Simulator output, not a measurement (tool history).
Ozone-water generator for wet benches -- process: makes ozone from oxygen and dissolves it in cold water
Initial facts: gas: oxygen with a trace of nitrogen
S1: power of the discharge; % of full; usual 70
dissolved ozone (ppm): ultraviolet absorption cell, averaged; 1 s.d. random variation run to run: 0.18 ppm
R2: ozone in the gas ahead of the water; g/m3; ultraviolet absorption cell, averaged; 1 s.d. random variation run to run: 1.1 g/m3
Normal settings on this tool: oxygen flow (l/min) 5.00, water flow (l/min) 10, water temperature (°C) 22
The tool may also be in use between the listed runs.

Run 1, hour 0.0: usual settings. Result: dissolved ozone (ppm) 24.9, R2 180.0 g/m3.
Run 2, hour 39.4: usual settings. Result: dissolved ozone (ppm) 24.6, R2 179.3 g/m3.
Run 3, hour 61.2: usual settings. Result: dissolved ozone (ppm) 24.4, R2 178.9 g/m3.
Run 4, hour 95.7: usual settings. Result: dissolved ozone (ppm) 24.5, R2 179.4 g/m3.
At hour 113.2: water thermometer calibrated.
Run 5, hour 135.6: usual settings but water temperature (°C) 14. Result: dissolved ozone (ppm) 28.5, R2 177.4 g/m3.
Run 6, hour 153.6: usual settings. Result: dissolved ozone (ppm) 24.1, R2 179.8 g/m3.
Run 7, hour 193.2: usual settings. Result: dissolved ozone (ppm) 24.1, R2 179.1 g/m3.
Run 8, hour 219.2: usual settings but S1 73 % of full. Result: dissolved ozone (ppm) 25.0, R2 185.0 g/m3.
At hour 226.2: water thermometer calibrated, once more.
Run 9, hour 259.9: usual settings but S1 73 % of full. Result: dissolved ozone (ppm) 25.6, R2 185.5 g/m3.
Run 10, hour 296.4: usual settings but S1 73 % of full. Result: dissolved ozone (ppm) 25.5, R2 184.6 g/m3.
Run 11, hour 328.5: usual settings but S1 73 % of full. Result: dissolved ozone (ppm) 25.3, R2 182.9 g/m3.
Run 12, hour 350.1: usual settings. Result: dissolved ozone (ppm) 24.4, R2 176.8 g/m3.
Run 13, hour 373.1: usual settings but S1 48 % of full. Result: dissolved ozone (ppm) 17.3, R2 125.5 g/m3.
Run 14, hour 416.8: usual settings. Result: dissolved ozone (ppm) 24.2, R2 176.7 g/m3.
Run 15, hour 441.9: usual settings. Result: dissolved ozone (ppm) 24.1, R2 174.7 g/m3.
Run 16, hour 470.2: usual settings but water flow (l/min) 11. Result: dissolved ozone (ppm) 22.6, R2 176.3 g/m3.
Run 17, hour 489.6: usual settings but oxygen flow (l/min) 3.74, water flow (l/min) 6. Result: dissolved ozone (ppm) 32.8, R2 196.2 g/m3.
Run 18, hour 513.0: usual settings but S1 90 % of full, oxygen flow (l/min) 7.42. Result: dissolved ozone (ppm) 29.2, R2 186.4 g/m3.
Run 19, hour 554.7: usual settings but S1 95 % of full, oxygen flow (l/min) 7.42, water temperature (°C) 23. Result: dissolved ozone (ppm) 29.8, R2 195.2 g/m3.
Run 20, hour 574.6: usual settings but S1 40 % of full, oxygen flow (l/min) 7.42, water temperature (°C) 23. Result: dissolved ozone (ppm) 14.1, R2 91.3 g/m3.
Run 21, hour 599.7: usual settings but S1 40 % of full, oxygen flow (l/min) 7.42, water temperature (°C) 23. Result: dissolved ozone (ppm) 13.7, R2 91.2 g/m3.
Run 22, hour 634.2: usual settings but water flow (l/min) 8. Result: dissolved ozone (ppm) 27.6, R2 173.4 g/m3.
Run 23, hour 665.2: usual settings but water flow (l/min) 16, water temperature (°C) 19. Result: dissolved ozone (ppm) 17.5, R2 172.5 g/m3.
Run 24, hour 693.0: usual settings but S1 94 % of full, oxygen flow (l/min) 8.92. Result: dissolved ozone (ppm) 29.2, R2 180.2 g/m3.
Run 25, hour 720.1: usual settings but S1 62 % of full. Result: dissolved ozone (ppm) 21.3, R2 154.3 g/m3.
Run 26, hour 749.6: usual settings but S1 44 % of full, water flow (l/min) 6. Result: dissolved ozone (ppm) 21.2, R2 115.9 g/m3.
Run 27, hour 774.4: usual settings but S1 44 % of full. Result: dissolved ozone (ppm) 15.7, R2 114.3 g/m3.
Run 28, hour 804.4: usual settings but S1 73 % of full. Result: dissolved ozone (ppm) 24.4, R2 178.3 g/m3.
Run 29, hour 843.6: usual settings but oxygen flow (l/min) 3.13, water flow (l/min) 16, water temperature (°C) 18. Result: dissolved ozone (ppm) 16.2, R2 205.7 g/m3.
Run 30, hour 884.4: usual settings but water flow (l/min) 6. Result: dissolved ozone (ppm) 31.1, R2 170.5 g/m3.
Run 31, hour 908.6: usual settings but S1 67 % of full, oxygen flow (l/min) 4.29, water flow (l/min) 6. Result: dissolved ozone (ppm) 30.1, R2 173.6 g/m3.
Run 32, hour 938.6: usual settings but S1 94 % of full. Result: dissolved ozone (ppm) 29.8, R2 220.5 g/m3.

Each row is a separate what-if for the run after 32, all from the same tool condition, not one after another. Results?
Run A, hour 976.8: usual settings but oxygen flow (l/min) 4.39. Result: dissolved ozone (ppm) ?, R2 ?.
Run B, hour 976.8: usual settings but S1 93 % of full, oxygen flow (l/min) 5.20, water flow (l/min) 12. Result: dissolved ozone (ppm) ?, R2 ?.
Run C, hour 976.8: usual settings but S1 72 % of full, water flow (l/min) 6, water temperature (°C) 15. Result: dissolved ozone (ppm) ?, R2 ?.
Run D, hour 976.8: usual settings but S1 94 % of full, water flow (l/min) 13, water temperature (°C) 26. Result: dissolved ozone (ppm) ?, R2 ?.

run  dissolved ozone (ppm)     R2
  A                   23.3  181.2
  B                   26.3  215.1
  C                   37.0  174.2
  D                   23.3  219.0
With the hidden condition removed and each run's random variation left untouched, the same runs would have given:
run  dissolved ozone (ppm)     R2
  A                   26.0  196.4
  B                   30.0  237.8
  C                   41.0  189.1
  D                   26.6  242.5
